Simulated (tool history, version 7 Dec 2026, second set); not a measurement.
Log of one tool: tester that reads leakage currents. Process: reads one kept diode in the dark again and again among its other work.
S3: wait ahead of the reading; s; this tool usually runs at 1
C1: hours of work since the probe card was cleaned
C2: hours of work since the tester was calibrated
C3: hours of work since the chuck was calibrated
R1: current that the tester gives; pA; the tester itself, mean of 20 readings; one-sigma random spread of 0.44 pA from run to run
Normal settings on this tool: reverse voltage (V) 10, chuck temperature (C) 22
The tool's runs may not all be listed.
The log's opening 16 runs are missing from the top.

Run 17, hour 2117.5: usual settings; C1 1515; C2 1810; C3 1515. Result: R1 185 pA.
Run 18, hour 2284.4: usual settings; C1 1614; C2 1909; C3 1614. Result: R1 188 pA.
At hour 2300: probe card cleaned and baked.
At hour 2419.4: chuck's temperature calibrated.
Run 19, hour 2431: usual settings; C1 76; C2 1993; C3 7. Result: R1 169.57 pA.
Run 20, hour 2511.1: usual settings; C1 124; C2 2040; C3 54. Result: R1 171.21 pA.
Run 21, hour 2616.8: usual settings; C1 186; C2 2103; C3 117. Result: R1 172.73 pA.
At hour 2633.2: probe card cleaned and baked, once more.
Run 22, hour 2722.8: usual settings but chuck temperature (C) 20, S3 0.98 s; C1 53; C2 2163; C3 178. Result: R1 123.21 pA.
Run 23, hour 2831.3: usual settings but chuck temperature (C) 20, S3 0.98 s; C1 117; C2 2228; C3 242. Result: R1 124.88 pA.
Run 24, hour 2944.7: usual settings but chuck temperature (C) 20, S3 0.98 s; C1 184; C2 2295; C3 309. Result: R1 126.16 pA.
Run 25, hour 3115.9: usual settings but chuck temperature (C) 23; C1 286; C2 2396; C3 410. Result: R1 166.22 pA.
Run 26, hour 3295.3: usual settings but chuck temperature (C) 23; C1 392; C2 2502; C3 516. Result: R1 168.12 pA.
Run 27, hour 3446.8: usual settings but reverse voltage (V) 17.2, S3 0.5 s; C1 481; C2 2592; C3 606. Result: R1 207.04 pA.
Run 28, hour 3627.1: usual settings but reverse voltage (V) 15.1, S3 3.35 s; C1 588; C2 2698; C3 713. Result: R1 193.82 pA.
Run 29, hour 3711.5: usual settings but reverse voltage (V) 15.1, S3 3.35 s; C1 638; C2 2748; C3 763. Result: R1 195.6 pA.
Run 30, hour 3805.3: usual settings but reverse voltage (V) 15.1, S3 3.35 s; C1 693; C2 2804; C3 818. Result: R1 197.21 pA.
Run 31, hour 3967: usual settings but reverse voltage (V) 15.1, S3 3.35 s; C1 789; C2 2900; C3 914. Result: R1 200.65 pA.
Run 32, hour 4052.9: usual settings but reverse voltage (V) 7.3, S3 0.34 s; C1 840; C2 2950; C3 965. Result: R1 145.25 pA.
Run 33, hour 4196.3: usual settings but S3 8.53 s; C1 925; C2 3035; C3 1050. Result: R1 167.53 pA.
Run 34, hour 4350.7: usual settings but chuck temperature (C) 53, S3 3.21 s; C1 1016; C2 3127; C3 1141. Result: R1 1818.9 pA.

For run 35, what comes out?
Run 35, hour 4450.6: usual settings but chuck temperature (C) 53, S3 3.21 s; C1 1075; C2 3186; C3 1200. Result: R1 ?.

{"run 35": {"R1": 1826.9}}
With no hidden state in the tool, this same run would have given R1 1684.57 pA.
